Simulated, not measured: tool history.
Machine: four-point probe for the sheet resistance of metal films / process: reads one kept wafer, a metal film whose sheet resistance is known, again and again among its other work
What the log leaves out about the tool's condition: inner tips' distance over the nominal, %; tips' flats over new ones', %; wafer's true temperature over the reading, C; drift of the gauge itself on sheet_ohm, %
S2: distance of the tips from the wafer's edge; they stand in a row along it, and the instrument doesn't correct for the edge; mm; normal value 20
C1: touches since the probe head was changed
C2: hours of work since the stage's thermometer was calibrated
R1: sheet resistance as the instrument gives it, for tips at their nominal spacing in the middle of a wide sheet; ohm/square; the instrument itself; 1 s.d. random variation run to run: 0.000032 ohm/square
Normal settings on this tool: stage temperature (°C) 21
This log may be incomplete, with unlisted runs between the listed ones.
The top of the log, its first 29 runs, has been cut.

Run 30, day 75.95: usual settings but stage temperature (°C) 19, S2 48 mm; C1 95321; C2 1620. Result: R1 0.155743 ohm/square.
Run 31, day 78.908: usual settings but stage temperature (°C) 35, S2 6 mm; C1 97555; C2 1658. Result: R1 0.160293 ohm/square.
Run 32, day 81.967: usual settings but stage temperature (°C) 35, S2 6 mm; C1 99866; C2 1697. Result: R1 0.160252 ohm/square.
Run 33, day 84.592: usual settings but stage temperature (°C) 24, S2 6 mm; C1 101847; C2 1731. Result: R1 0.159615 ohm/square.
Run 34, day 86.533: usual settings but stage temperature (°C) 24, S2 6 mm; C1 103315; C2 1756. Result: R1 0.159644 ohm/square.
Run 35, day 89.388: usual settings but stage temperature (°C) 24, S2 6 mm; C1 105470; C2 1793. Result: R1 0.159587 ohm/square.
Run 36, day 92.846: usual settings but stage temperature (°C) 23, S2 37 mm; C1 108080; C2 1837. Result: R1 0.155944 ohm/square.
Run 37, day 96.479: usual settings but stage temperature (°C) 20, S2 53 mm; C1 110827; C2 1884. Result: R1 0.155708 ohm/square.
Run 38, day 99.012: usual settings but stage temperature (°C) 27, S2 9 mm; C1 112740; C2 1916. Result: R1 0.157663 ohm/square.
Run 39, day 102.138: usual settings but stage temperature (°C) 35, S2 26 mm; C1 115100; C2 1956. Result: R1 0.156688 ohm/square.
Run 40, day 103.779: usual settings but stage temperature (°C) 31, S2 11 mm; C1 116339; C2 1977. Result: R1 0.157353 ohm/square.
Run 41, day 106.85: usual settings but stage temperature (°C) 24, S2 26 mm; C1 118658; C2 2017. Result: R1 0.156022 ohm/square.
Run 42, day 110.579: usual settings but stage temperature (°C) 24, S2 26 mm; C1 121475; C2 2065. Result: R1 0.155964 ohm/square.
Run 43, day 113.792: usual settings but stage temperature (°C) 29, S2 8 mm; C1 123903; C2 2106. Result: R1 0.158189 ohm/square.
At day 114.504: stage's thermometer calibrated.
Run 44, day 117.183: usual settings but stage temperature (°C) 20, S2 52 mm; C1 126446; C2 34. Result: R1 0.155875 ohm/square.

Consider 3 possible next runs. They are alternatives, not a sequence: every one starts from the tool as it was left by run 44. What does each give?
Run A, day 120.642: usual settings but stage temperature (°C) 26, S2 9 mm; C1 129059; C2 79. Result: R1 ?.
Run B, day 120.642: usual settings but stage temperature (°C) 24, S2 58 mm; C1 129059; C2 79. Result: R1 ?.
Run C, day 120.642: usual settings but stage temperature (°C) 20, S2 14 mm; C1 129059; C2 79. Result: R1 ?.

run        R1
  A  0.157812
  B  0.156107
  C  0.156522
The same runs, with their run-to-run variation unchanged, on a tool lacking any hidden condition would have given:
run        R1
  A  0.159356
  B  0.157636
  C  0.158055
